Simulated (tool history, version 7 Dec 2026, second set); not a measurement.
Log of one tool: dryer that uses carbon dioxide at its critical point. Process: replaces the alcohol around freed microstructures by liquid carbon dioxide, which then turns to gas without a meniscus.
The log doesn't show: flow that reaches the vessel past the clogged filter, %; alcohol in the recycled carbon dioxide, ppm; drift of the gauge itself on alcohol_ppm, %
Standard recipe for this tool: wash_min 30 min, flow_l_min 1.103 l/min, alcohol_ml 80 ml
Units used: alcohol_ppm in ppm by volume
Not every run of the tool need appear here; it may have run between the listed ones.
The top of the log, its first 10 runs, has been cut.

run,day,wash_min,flow_l_min,alcohol_ml,hours of work since the filter was changed,hours of work since the purifier's bed was changed,alcohol_ppm
11,11.496,30,1.340,80,108,89,37
12,12.633,30,0.710,80,121,102,376
13,13.958,30,0.710,80,137,118,391
14,14.621,28,1.103,80,145,126,84
15,15.504,28,1.103,80,156,137,99
16,16.733,28,1.103,80,171,152,100
17,17.300,28,1.103,80,178,158,98
18,18.612,39,1.810,93,193,174,35
19,19.517,30,1.103,74,204,185,76
20,20.150,30,1.103,74,212,193,73
21,21.000,41,0.940,80,222,203,62
22,21.738,18,1.650,107,231,212,170
23,23.025,18,1.650,107,247,227,168
# day 23.554: inlet filter changed
24,23.858,18,1.650,107,4,237,131
25,24.808,23,1.650,35,15,248,55
26,26.125,22,0.670,48,31,264,715
27,27.142,31,1.170,42,43,277,60
28,28.038,31,1.060,94,54,287,96
29,28.762,22,1.070,80,63,296,279
30,29.400,22,1.070,80,70,304,281
31,30.438,25,0.970,80,83,316,251
32,31.546,25,1.310,82,96,330,95

Branching from run 32: 3 alternative next runs. What would each branch give?
A,32.150,21,1.310,32,104,337,?
B,32.150,42,1.010,45,104,337,?
C,32.150,19,1.390,63,104,337,?

run,alcohol_ppm
A,97
B,63
C,161
Stripped of hidden state, with their random variation kept, the same runs would have yielded:
run,alcohol_ppm
A,34
B,7
C,86
